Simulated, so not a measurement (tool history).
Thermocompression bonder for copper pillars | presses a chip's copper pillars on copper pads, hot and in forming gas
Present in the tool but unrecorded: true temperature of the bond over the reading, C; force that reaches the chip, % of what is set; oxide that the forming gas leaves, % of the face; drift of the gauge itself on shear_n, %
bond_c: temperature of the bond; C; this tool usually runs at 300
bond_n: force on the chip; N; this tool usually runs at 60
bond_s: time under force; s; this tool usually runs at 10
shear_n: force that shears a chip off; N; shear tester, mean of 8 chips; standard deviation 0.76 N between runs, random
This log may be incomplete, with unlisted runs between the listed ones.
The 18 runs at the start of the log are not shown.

run	day	bond_c	bond_n	bond_s	hours of work since the heater was calibrated	hours of work since the force cell was calibrated	hours of work since the gas filter was changed	shear_n
19	35.717	280	60	10	479	401	331	43.5
# day 35.95: forming gas filter changed
20	37.375	280	60	10	504	426	22	45.6
21	39.608	280	60	10	538	460	56	46
22	41.262	280	60	10	563	485	81	45
23	44.117	300	56	26	607	528	124	81.7
24	46.258	283	70	13	639	561	157	63.3
25	49.017	302	70	13	681	603	199	79.4
26	50.588	325	39	16	705	627	223	66.6
27	51.842	325	89	13	724	646	242	112.7
28	53.225	325	89	13	746	667	263	113.6
29	55.3	300	39	18	777	699	295	49.5
30	57.004	300	39	18	803	725	321	49.6
# day 57.842: forming gas filter changed
31	58.825	277	74	22	831	752	15	76.4
32	61.196	288	44	13	867	788	51	44.7
33	62.867	280	56	22	892	814	76	63.4
34	65.288	289	54	21	929	851	113	66.5
35	66.858	300	56	17	953	874	137	74.4
36	69.383	300	56	17	991	913	176	72.9
37	71.175	292	60	24	1019	940	203	78.6
38	72.929	300	86	6	1045	967	230	76.9
39	74.796	300	86	6	1074	995	258	76.4

3 options for the next run, each taken on its own from the tool as it stands now. Forecast them:
A	76.467	290	60	10	1099	1021	284	?
B	76.467	300	50	6	1099	1021	284	?
C	76.467	300	55	6	1099	1021	284	?

run	shear_n
A	55.7
B	44.6
C	48.7
Stripped of hidden state, with their random variation kept, the same runs would have yielded:
run	shear_n
A	49
B	39.1
C	42.8
